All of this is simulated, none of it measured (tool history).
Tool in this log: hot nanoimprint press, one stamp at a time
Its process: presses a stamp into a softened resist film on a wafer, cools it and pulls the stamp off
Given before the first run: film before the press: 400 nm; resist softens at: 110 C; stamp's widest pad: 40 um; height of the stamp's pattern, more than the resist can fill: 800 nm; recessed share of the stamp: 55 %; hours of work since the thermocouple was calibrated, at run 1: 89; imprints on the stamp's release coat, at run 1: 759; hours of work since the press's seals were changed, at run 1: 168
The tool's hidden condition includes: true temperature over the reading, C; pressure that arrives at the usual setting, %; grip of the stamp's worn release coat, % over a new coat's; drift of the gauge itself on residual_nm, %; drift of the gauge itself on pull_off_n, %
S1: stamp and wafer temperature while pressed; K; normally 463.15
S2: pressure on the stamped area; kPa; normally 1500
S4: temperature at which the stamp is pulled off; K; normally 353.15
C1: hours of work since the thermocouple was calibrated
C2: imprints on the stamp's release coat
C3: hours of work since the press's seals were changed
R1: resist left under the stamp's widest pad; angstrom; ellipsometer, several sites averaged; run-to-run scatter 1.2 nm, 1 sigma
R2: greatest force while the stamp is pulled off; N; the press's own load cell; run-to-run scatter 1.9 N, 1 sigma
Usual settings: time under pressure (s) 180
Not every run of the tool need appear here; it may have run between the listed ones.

Run 1, day 0: usual settings; C1 89; C2 759; C3 168. Result: R1 2142 angstrom, R2 207 N.
Run 2, day 0.388: usual settings; C1 93; C2 779; C3 172. Result: R1 2145 angstrom, R2 211 N.
Run 3, day 0.883: usual settings; C1 98; C2 805; C3 178. Result: R1 2150 angstrom, R2 204 N.
Run 4, day 1.354: usual settings; C1 104; C2 829; C3 183. Result: R1 2147 angstrom, R2 204 N.
Run 5, day 1.875: usual settings; C1 109; C2 856; C3 188. Result: R1 2142 angstrom, R2 206 N.
Run 6, day 2.271: usual settings but S1 455.15 K; C1 113; C2 877; C3 193. Result: R1 2890 angstrom, R2 199 N.
Run 7, day 2.854: usual settings but S1 468.15 K; C1 120; C2 908; C3 199. Result: R1 1784 angstrom, R2 204 N.
Run 8, day 3.296: usual settings but S1 468.15 K; C1 125; C2 931; C3 204. Result: R1 1785 angstrom, R2 207 N.
Run 9, day 3.621: usual settings but S1 468.15 K, S2 1090 kPa; C1 128; C2 948; C3 207. Result: R1 2105 angstrom, R2 202 N.
Run 10, day 4.058: usual settings but S1 468.15 K, S2 1090 kPa; C1 133; C2 971; C3 212. Result: R1 2131 angstrom, R2 205 N.
Run 11, day 4.575: usual settings; C1 138; C2 998; C3 218. Result: R1 2149 angstrom, R2 207 N.
Run 12, day 4.971: usual settings; C1 143; C2 1018; C3 222. Result: R1 2149 angstrom, R2 210 N.
Run 13, day 5.346: usual settings; C1 147; C2 1038; C3 226. Result: R1 2166 angstrom, R2 206 N.
Run 14, day 5.612: usual settings but S2 1220 kPa; C1 150; C2 1052; C3 229. Result: R1 2413 angstrom, R2 204 N.
Run 15, day 6.133: usual settings but S1 473.15 K; C1 155; C2 1079; C3 235. Result: R1 1474 angstrom, R2 204 N.
At day 6.892: stamp cleaned and given a new release coat.
Run 16, day 6.892: usual settings but S1 473.15 K; C1 161; C2 0; C3 240. Result: R1 1485 angstrom, R2 205 N.
Run 17, day 7.171: usual settings but S1 473.15 K; C1 164; C2 14; C3 243. Result: R1 1469 angstrom, R2 204 N.
Run 18, day 7.442: usual settings but S1 469.15 K, S2 2000 kPa; C1 167; C2 28; C3 246. Result: R1 1471 angstrom, R2 206 N.
Run 19, day 7.896: usual settings but S1 469.15 K, S2 1140 kPa, time under pressure (s) 219; C1 172; C2 52; C3 251. Result: R1 1887 angstrom, R2 204 N.
Run 20, day 8.212: usual settings; C1 175; C2 69; C3 255. Result: R1 2217 angstrom, R2 205 N.
Run 21, day 8.725: usual settings but S1 466.15 K, S4 360.15 K; C1 181; C2 95; C3 260. Result: R1 1974 angstrom, R2 181 N.
Run 22, day 9.108: usual settings but S1 468.15 K, S2 2140 kPa; C1 185; C2 115; C3 264. Result: R1 1487 angstrom, R2 203 N.
Run 23, day 9.567: usual settings but S2 1160 kPa, time under pressure (s) 266, S4 355.15 K; C1 190; C2 139; C3 269. Result: R1 2221 angstrom, R2 197 N.
At day 9.946: gauge calibrated.
Run 24, day 10.15: usual settings but S2 1160 kPa, time under pressure (s) 266, S4 355.15 K; C1 196; C2 170; C3 276. Result: R1 2143 angstrom, R2 200 N.
Run 25, day 10.496: usual settings but S2 1250 kPa, time under pressure (s) 357, S4 355.15 K; C1 200; C2 188; C3 279. Result: R1 1905 angstrom, R2 200 N.
Run 26, day 10.892: usual settings but S1 466.15 K, S2 1610 kPa, time under pressure (s) 100, S4 339.15 K; C1 204; C2 209; C3 284. Result: R1 2206 angstrom, R2 243 N.
Run 27, day 11.233: usual settings but time under pressure (s) 156; C1 208; C2 227; C3 287. Result: R1 2269 angstrom, R2 207 N.
Run 28, day 11.638: usual settings but S2 1720 kPa, time under pressure (s) 156, S4 357.15 K; C1 213; C2 248; C3 292. Result: R1 2097 angstrom, R2 193 N.
Run 29, day 11.938: usual settings but time under pressure (s) 352; C1 216; C2 263; C3 295. Result: R1 1730 angstrom, R2 208 N.

Subtracting, for every run, the result it would have given without the tool's unlogged condition from the measured result gives the following. The same run-to-run variation enters both numbers; the gauge's scatter may not:
run   R1
  1   -1
  2   +1
  3   +4
  4   +7
  5  +10
  6  +18
  7  +13
  8  +16
  9  +20
 10  +22
 11  +26
 12  +29
 13  +31
 14  +36
 15  +25
 16  +27
 17  +27
 18  +29
 19  +39
 20  +47
 21  +45
 22  +35
 23  +56
 24   -2
 25   +0
 26   +3
 27   +5
 28   +8
 29   +8
R2 without the hidden state stays within 2 N of what was measured, in all runs.
